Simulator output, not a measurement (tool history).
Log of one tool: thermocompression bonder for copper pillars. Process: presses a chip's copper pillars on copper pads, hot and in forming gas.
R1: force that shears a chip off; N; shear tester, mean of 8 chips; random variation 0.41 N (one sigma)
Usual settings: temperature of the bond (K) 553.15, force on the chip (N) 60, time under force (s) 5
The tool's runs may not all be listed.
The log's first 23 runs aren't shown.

{"run": 24, "hour": 255.8, "temperature of the bond (K)": 555.15, "force on the chip (N)": 45, "time under force (s)": 5, "R1": 57.6}
{"run": 25, "hour": 266.1, "temperature of the bond (K)": 543.15, "force on the chip (N)": 74, "time under force (s)": 4, "R1": 60.5}
{"run": 26, "hour": 282.0, "temperature of the bond (K)": 528.15, "force on the chip (N)": 48, "time under force (s)": 12, "R1": 59.2}
{"run": 27, "hour": 294.7, "temperature of the bond (K)": 553.15, "force on the chip (N)": 78, "time under force (s)": 5, "R1": 73.6}
{"run": 28, "hour": 301.8, "temperature of the bond (K)": 561.15, "force on the chip (N)": 37, "time under force (s)": 7, "R1": 62.5}
{"run": 29, "hour": 310.8, "temperature of the bond (K)": 559.15, "force on the chip (N)": 60, "time under force (s)": 8, "R1": 80.9}
{"run": 30, "hour": 325.6, "temperature of the bond (K)": 559.15, "force on the chip (N)": 64, "time under force (s)": 5, "R1": 71.8}
{"run": 31, "hour": 337.6, "temperature of the bond (K)": 559.15, "force on the chip (N)": 64, "time under force (s)": 5, "R1": 71.9}
{"run": 32, "hour": 344.3, "temperature of the bond (K)": 553.15, "force on the chip (N)": 63, "time under force (s)": 13, "R1": 88.6}
{"run": 33, "hour": 358.0, "temperature of the bond (K)": 525.15, "force on the chip (N)": 88, "time under force (s)": 13, "R1": 79.5}
{"run": 34, "hour": 365.5, "temperature of the bond (K)": 559.15, "force on the chip (N)": 62, "time under force (s)": 5, "R1": 70.7}
{"run": 35, "hour": 379.4, "temperature of the bond (K)": 546.15, "force on the chip (N)": 75, "time under force (s)": 3, "R1": 57.6}
{"run": 36, "hour": 386.8, "temperature of the bond (K)": 553.15, "force on the chip (N)": 68, "time under force (s)": 5, "R1": 69.7}
{"run": 37, "hour": 401.5, "temperature of the bond (K)": 553.15, "force on the chip (N)": 68, "time under force (s)": 5, "R1": 69.4}
{"run": 38, "hour": 413.4, "temperature of the bond (K)": 553.15, "force on the chip (N)": 37, "time under force (s)": 3, "R1": 41.2}
{"run": 39, "hour": 427.2, "temperature of the bond (K)": 563.15, "force on the chip (N)": 43, "time under force (s)": 3, "R1": 50.9}
{"run": 40, "hour": 438.8, "temperature of the bond (K)": 569.15, "force on the chip (N)": 60, "time under force (s)": 8, "R1": 86.4}

Forecast each of these 3 alternatives for the next run:
{"run": "A", "hour": 451.2, "temperature of the bond (K)": 575.15, "force on the chip (N)": 60, "time under force (s)": 5, "R1": "?"}
{"run": "B", "hour": 451.2, "temperature of the bond (K)": 559.15, "force on the chip (N)": 60, "time under force (s)": 8, "R1": "?"}
{"run": "C", "hour": 451.2, "temperature of the bond (K)": 566.15, "force on the chip (N)": 38, "time under force (s)": 13, "R1": "?"}

run=A R1=80.1
run=B R1=80
run=C R1=78.8
Without the tool's hidden state the same runs would have given:
run=A R1=77.6
run=B R1=77
run=C R1=76.1

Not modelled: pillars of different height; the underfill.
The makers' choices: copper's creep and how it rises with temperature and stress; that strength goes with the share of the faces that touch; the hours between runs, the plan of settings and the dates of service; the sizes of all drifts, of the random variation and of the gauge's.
